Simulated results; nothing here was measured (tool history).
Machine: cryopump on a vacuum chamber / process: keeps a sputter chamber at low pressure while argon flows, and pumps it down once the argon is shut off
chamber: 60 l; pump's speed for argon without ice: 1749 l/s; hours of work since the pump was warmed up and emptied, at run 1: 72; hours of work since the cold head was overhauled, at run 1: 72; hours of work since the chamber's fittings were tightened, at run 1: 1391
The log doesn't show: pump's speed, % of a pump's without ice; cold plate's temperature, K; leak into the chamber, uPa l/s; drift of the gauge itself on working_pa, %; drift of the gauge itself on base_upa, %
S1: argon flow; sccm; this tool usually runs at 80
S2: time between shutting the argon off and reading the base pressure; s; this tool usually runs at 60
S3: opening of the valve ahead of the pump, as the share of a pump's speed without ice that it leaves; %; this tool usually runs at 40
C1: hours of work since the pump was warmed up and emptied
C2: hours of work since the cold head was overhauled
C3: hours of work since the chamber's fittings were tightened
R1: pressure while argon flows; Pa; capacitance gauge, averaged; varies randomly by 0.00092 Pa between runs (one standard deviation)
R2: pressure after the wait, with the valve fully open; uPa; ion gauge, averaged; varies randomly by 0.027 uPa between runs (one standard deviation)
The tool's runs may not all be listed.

run 1 hour=0 | S1=80 S2=60 S3=40 | C1=72 C2=72 C3=1391 | R1=0.1951 R2=2.38
run 2 hour=21.5 | S1=80 S2=60 S3=40 | C1=89 C2=89 C3=1407 | R1=0.196 R2=2.48
run 3 hour=43.2 | S1=80 S2=60 S3=17 | C1=105 C2=105 C3=1424 | R1=0.458 R2=2.51
run 4 hour=62.2 | S1=74 S2=60 S3=40 | C1=120 C2=120 C3=1438 | R1=0.1828 R2=2.5
run 5 hour=81.2 | S1=80 S2=60 S3=40 | C1=134 C2=134 C3=1453 | R1=0.1971 R2=2.55
run 6 hour=95.5 | S1=63 S2=60 S3=40 | C1=145 C2=145 C3=1463 | R1=0.1552 R2=2.48
run 7 hour=114.5 | S1=80 S2=60 S3=40 | C1=159 C2=159 C3=1478 | R1=0.1963 R2=2.46
run 8 hour=131.6 | S1=80 S2=60 S3=26 | C1=172 C2=172 C3=1491 | R1=0.3004 R2=2.52
run 9 hour=145 | S1=80 S2=60 S3=55 | C1=182 C2=182 C3=1501 | R1=0.1445 R2=2.62
run 10 hour=165.1 | S1=80 S2=60 S3=40 | C1=198 C2=198 C3=1516 | R1=0.1988 R2=2.61
run 11 hour=176.4 | S1=80 S2=60 S3=40 | C1=206 C2=206 C3=1525 | R1=0.1991 R2=2.56
run 12 hour=195.7 | S1=80 S2=60 S3=40 | C1=221 C2=221 C3=1540 | R1=0.1992 R2=2.57
run 13 hour=216.4 | S1=80 S2=60 S3=40 | C1=237 C2=237 C3=1555 | R1=0.1984 R2=2.62
run 14 hour=233.8 | S1=80 S2=60 S3=40 | C1=250 C2=250 C3=1569 | R1=0.1987 R2=2.65
run 15 hour=251.9 | S1=80 S2=60 S3=40 | C1=264 C2=264 C3=1582 | R1=0.1988 R2=2.69
run 16 hour=268.4 | S1=80 S2=60 S3=40 | C1=276 C2=276 C3=1595 | R1=0.1997 R2=2.76
run 17 hour=286.1 | S1=80 S2=60 S3=40 | C1=290 C2=290 C3=1608 | R1=0.1996 R2=2.65
run 18 hour=302.8 | S1=80 S2=60 S3=40 | C1=302 C2=302 C3=1621 | R1=0.1991 R2=2.7
run 19 hour=318.2 | S1=80 S2=68 S3=49 | C1=314 C2=314 C3=1633 | R1=0.1649 R2=2.66
run 20 hour=328.3 | S1=80 S2=124 S3=40 | C1=322 C2=322 C3=1640 | R1=0.2009 R2=2.24
run 21 hour=342.6 | S1=80 S2=124 S3=40 | C1=333 C2=333 C3=1651 | R1=0.1978 R2=2.26
run 22 hour=362.3 | S1=158 S2=124 S3=33 | C1=348 C2=348 C3=1666 | R1=0.4751 R2=2.3
run 23 hour=378.9 | S1=158 S2=124 S3=33 | C1=360 C2=360 C3=1679 | R1=0.4784 R2=2.33
run 24 hour=391.6 | S1=51 S2=77 S3=33 | C1=370 C2=370 C3=1688 | R1=0.1543 R2=2.61
run 25 hour=411.9 | S1=51 S2=77 S3=33 | C1=385 C2=385 C3=1704 | R1=0.1552 R2=2.63
run 26 hour=421 | S1=51 S2=77 S3=33 | C1=392 C2=392 C3=1711 | R1=0.1538 R2=2.59
run 27 hour=431.2 | S1=96 S2=60 S3=59 | C1=400 C2=400 C3=1718 | R1=0.1669 R2=2.84
run 28 hour=449.9 | S1=96 S2=60 S3=59 | C1=414 C2=414 C3=1733 | R1=0.1673 R2=2.94
run 29 hour=459.8 | S1=96 S2=60 S3=59 | C1=422 C2=422 C3=1740 | R1=0.1665 R2=2.84
run 30 hour=477.5 | S1=96 S2=60 S3=59 | C1=435 C2=435 C3=1754 | R1=0.1691 R2=2.97
run 31 hour=495.6 | S1=96 S2=60 S3=59 | C1=449 C2=449 C3=1767 | R1=0.169 R2=2.92
run 32 hour=515.3 | S1=56 S2=65 S3=40 | C1=464 C2=464 C3=1782 | R1=0.142 R2=2.78
run 33 hour=525.6 | S1=80 S2=124 S3=40 | C1=472 C2=472 C3=1790 | R1=0.2042 R2=2.45

Here are 5 independent what-if runs from the current tool condition. What would each one return?
run A hour=534.9 | S1=80 S2=124 S3=20 | C1=479 C2=479 C3=1797 | R1=? R2=?
run B hour=534.9 | S1=46 S2=41 S3=19 | C1=479 C2=479 C3=1797 | R1=? R2=?
run C hour=534.9 | S1=90 S2=62 S3=40 | C1=479 C2=479 C3=1797 | R1=? R2=?
run D hour=534.9 | S1=56 S2=42 S3=56 | C1=479 C2=479 C3=1797 | R1=? R2=?
run E hour=534.9 | S1=58 S2=60 S3=40 | C1=479 C2=479 C3=1797 | R1=? R2=?

run=A R1=0.3969 R2=2.5
run=B R1=0.24 R2=3.42
run=C R1=0.231 R2=2.95
run=D R1=0.1044 R2=3.43
run=E R1=0.1478 R2=3.09
With no hidden state in the tool, these same runs would have given:
run=A R1=0.3867 R2=0.65
run=B R1=0.2341 R2=1.62
run=C R1=0.2194 R2=1.12
run=D R1=0.0972 R2=1.61
run=E R1=0.1404 R2=1.22

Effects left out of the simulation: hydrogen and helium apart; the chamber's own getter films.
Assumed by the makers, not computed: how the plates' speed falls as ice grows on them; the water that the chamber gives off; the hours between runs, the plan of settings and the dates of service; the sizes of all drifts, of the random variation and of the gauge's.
